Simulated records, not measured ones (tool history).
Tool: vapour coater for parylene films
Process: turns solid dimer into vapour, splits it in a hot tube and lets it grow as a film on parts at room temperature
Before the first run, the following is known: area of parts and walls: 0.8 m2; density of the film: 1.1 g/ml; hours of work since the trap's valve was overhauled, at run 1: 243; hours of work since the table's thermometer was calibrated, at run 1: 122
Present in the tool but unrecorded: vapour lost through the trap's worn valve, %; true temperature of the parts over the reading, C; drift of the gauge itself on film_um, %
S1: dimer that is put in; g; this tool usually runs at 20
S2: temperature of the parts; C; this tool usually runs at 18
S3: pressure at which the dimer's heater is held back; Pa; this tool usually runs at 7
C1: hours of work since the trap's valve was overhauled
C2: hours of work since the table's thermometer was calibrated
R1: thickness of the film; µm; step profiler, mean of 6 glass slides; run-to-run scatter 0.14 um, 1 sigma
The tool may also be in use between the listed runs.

| run | hour | S1 | S2 | S3 | C1 | C2 | R1 |
|---|---|---|---|---|---|---|---|
| 1 | 0 | 20 | 18 | 7 | 243 | 122 | 15.51 |
| 2 | 27 | 20 | 18 | 6.41 | 265 | 144 | 15.77 |
|  | 59.2 | trap's valve overhauled |
| 3 | 85.1 | 20 | 18 | 4.73 | 21 | 188 | 15.93 |
| 4 | 118.9 | 20 | 18 | 4.73 | 49 | 216 | 15.63 |
| 5 | 151.3 | 20 | 18 | 4.13 | 75 | 242 | 16.08 |
| 6 | 201.5 | 20 | 18 | 7 | 117 | 284 | 14.46 |
| 7 | 251.9 | 20 | 18 | 7 | 158 | 325 | 14.4 |
| 8 | 305.2 | 20 | 17 | 7 | 202 | 369 | 14.79 |
| 9 | 340.6 | 17 | 17 | 7 | 231 | 397 | 12.34 |
|  | 350.6 | trap's valve overhauled, once more |
| 10 | 373.7 | 20 | 18 | 2.59 | 19 | 421 | 19.5 |
| 11 | 412.2 | 20 | 21 | 2.59 | 50 | 453 | 17.85 |
| 12 | 478.5 | 20 | 11 | 7 | 105 | 507 | 20.1 |
| 13 | 533.9 | 20 | 11 | 7 | 150 | 553 | 19.92 |
| 14 | 579.6 | 20 | 17 | 7 | 188 | 590 | 16.5 |
| 15 | 625.3 | 33 | 17 | 7 | 225 | 627 | 27.19 |
| 16 | 662.9 | 33 | 17 | 7 | 256 | 658 | 26.84 |
|  | 707.2 | trap's valve overhauled |
| 17 | 707.2 | 33 | 17 | 7 | 0 | 691 | 29.62 |
| 18 | 758.1 | 20 | 18 | 7.67 | 42 | 733 | 17.05 |
| 19 | 809.1 | 20 | 19 | 7 | 83 | 775 | 16.22 |
| 20 | 844.4 | 20 | 19 | 2.05 | 112 | 804 | 19.69 |
| 21 | 882.3 | 20 | 19 | 2.24 | 143 | 835 | 19.23 |
| 22 | 928.3 | 11 | 19 | 2.24 | 181 | 872 | 10.55 |
| 23 | 973.6 | 20 | 18 | 7 | 218 | 909 | 16.2 |
| 24 | 1001.9 | 19 | 18 | 4.89 | 241 | 933 | 16.31 |
| 25 | 1046.7 | 8 | 29 | 8.16 | 278 | 969 | 4.6 |
|  | 1062.5 | trap's valve overhauled |
| 26 | 1098.8 | 8 | 29 | 8.16 | 30 | 1009 | 4.92 |
| 27 | 1144.4 | 22 | 18 | 7.57 | 67 | 1046 | 18.43 |
| 28 | 1186 | 22 | 18 | 7.57 | 101 | 1080 | 18.18 |
| 29 | 1228.1 | 20 | 18 | 8.06 | 136 | 1115 | 16.39 |
| 30 | 1267.7 | 17 | 16 | 2.57 | 168 | 1147 | 17.1 |
| 31 | 1316.8 | 17 | 13 | 2.77 | 208 | 1187 | 17.87 |
| 32 | 1371.3 | 34 | 23 | 7 | 253 | 1232 | 23.83 |
| 33 | 1404.5 | 16 | 26 | 7 | 280 | 1259 | 10.13 |
|  | 1417.5 | trap's valve overhauled |
| 34 | 1443.4 | 16 | 14 | 2.39 | 21 | 1288 | 17.92 |
| 35 | 1498.9 | 18 | 18 | 3.64 | 67 | 1333 | 16.64 |
| 36 | 1554.7 | 18 | 18 | 3.64 | 112 | 1379 | 16.61 |
| 37 | 1613.5 | 16 | 15 | 4.04 | 161 | 1427 | 15.5 |
| 38 | 1665.5 | 30 | 17 | 7 | 203 | 1470 | 25.38 |
| 39 | 1700.2 | 30 | 17 | 7 | 232 | 1498 | 24.97 |
| 40 | 1757.1 | 32 | 24 | 5.68 | 278 | 1545 | 22.53 |
|  | 1773.6 | trap's valve overhauled |
| 41 | 1817 | 17 | 28 | 3.52 | 36 | 1590 | 12.31 |
| 42 | 1869.6 | 15 | 19 | 3.52 | 79 | 1634 | 13.85 |
| 43 | 1913.3 | 15 | 15 | 2.48 | 114 | 1669 | 16.24 |
| 44 | 1945.8 | 15 | 18 | 4.91 | 141 | 1696 | 13.22 |
| 45 | 1973.6 | 23 | 14 | 5.95 | 164 | 1719 | 21.97 |
| 46 | 2015 | 19 | 14 | 3.36 | 198 | 1753 | 19.76 |

Forecast each of these 5 alternatives for the next run:
| A | 2080 | 8 | 14 | 3.36 | 251 | 1806 | ? |
| B | 2080 | 23 | 12 | 3.36 | 251 | 1806 | ? |
| C | 2080 | 26 | 21 | 2.82 | 251 | 1806 | ? |
| D | 2080 | 9 | 28 | 7.7 | 251 | 1806 | ? |
| E | 2080 | 20 | 28 | 6.38 | 251 | 1806 | ? |

| run | R1 |
|---|---|
| A | 8.14 |
| B | 23.85 |
| C | 22.17 |
| D | 5.4 |
| E | 12.37 |
With the hidden condition removed and each run's random variation left untouched, the same runs would have given:
| run | R1 |
|---|---|
| A | 8.48 |
| B | 25.68 |
| C | 23.09 |
| D | 5.62 |
| E | 12.89 |

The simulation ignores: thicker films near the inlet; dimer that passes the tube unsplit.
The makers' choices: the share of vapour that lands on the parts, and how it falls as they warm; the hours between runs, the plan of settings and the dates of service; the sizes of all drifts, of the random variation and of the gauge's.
